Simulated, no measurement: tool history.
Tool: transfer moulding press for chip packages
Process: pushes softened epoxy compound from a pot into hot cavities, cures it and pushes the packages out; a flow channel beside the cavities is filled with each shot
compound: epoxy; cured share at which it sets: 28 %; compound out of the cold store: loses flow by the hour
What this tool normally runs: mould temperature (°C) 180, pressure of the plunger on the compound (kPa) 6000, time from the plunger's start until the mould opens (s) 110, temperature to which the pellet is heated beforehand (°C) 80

run	hour	mould temperature (°C)	pressure of the plunger on the compound (kPa)	time from the plunger's start until the mould opens (s)	temperature to which the pellet is heated beforehand (°C)	incoming compound's hours out of the cold store	length that the compound runs in the flow channel (mm)	greatest force on the pins that push the packages out (N)
1	0	180	6000	110	80	47.5	608	270
2	5.4	180	6000	110	78	24	697	282
3	11.7	180	6000	110	78	20.8	712	277
4	18.6	180	6000	110	78	24.5	695	273
5	23.9	180	6000	110	78	45	616	269
6	30.8	180	6000	110	78	45.9	613	265
7	38.2	187	6000	110	80	8.3	739	228
8	49.4	187	6000	110	80	42.4	608	222
9	59.9	181	6000	110	80	26	685	264
10	69.3	180	6000	110	80	25.9	688	283
11	74.9	180	6000	110	80	16.5	726	288
12	81.6	180	6000	110	80	41.8	627	278
# hour 84.9: cavities cleaned with cleaning compound and waxed
13	91.2	180	6000	110	80	45	613	280
14	103.5	180	4750	110	80	19.7	634	286
15	109.8	175	6000	127	80	18.7	737	306
16	121.9	183	6000	110	87	23.1	688	240
17	131.1	186	6000	110	87	42	606	222
18	141.2	174	6320	134	80	26.9	727	276
# hour 148.7: plunger's sealing rings changed
19	150.4	174	6320	134	80	14.1	785	282
20	158.4	179	5420	114	86	31.3	636	275
21	165.1	179	5420	114	87	42.8	594	275
22	176.7	179	5420	114	87	23	672	272
23	187.4	179	5120	114	82	17.1	672	275
# hour 189.5: cavities cleaned with cleaning compound and waxed
24	196.5	179	5310	107	85	8.1	723	320
25	205.3	179	5310	107	85	27	645	315

Run 26 is up next; what results do you expect?
26	212	176	5440	115	78	40	?	?

{"run 26": {"length that the compound runs in the flow channel (mm)": 615, "greatest force on the pins that push the packages out (N)": 315}}
With no hidden state in the tool, this same run would have given length that the compound runs in the flow channel (mm) 615, greatest force on the pins that push the packages out (N) 314.

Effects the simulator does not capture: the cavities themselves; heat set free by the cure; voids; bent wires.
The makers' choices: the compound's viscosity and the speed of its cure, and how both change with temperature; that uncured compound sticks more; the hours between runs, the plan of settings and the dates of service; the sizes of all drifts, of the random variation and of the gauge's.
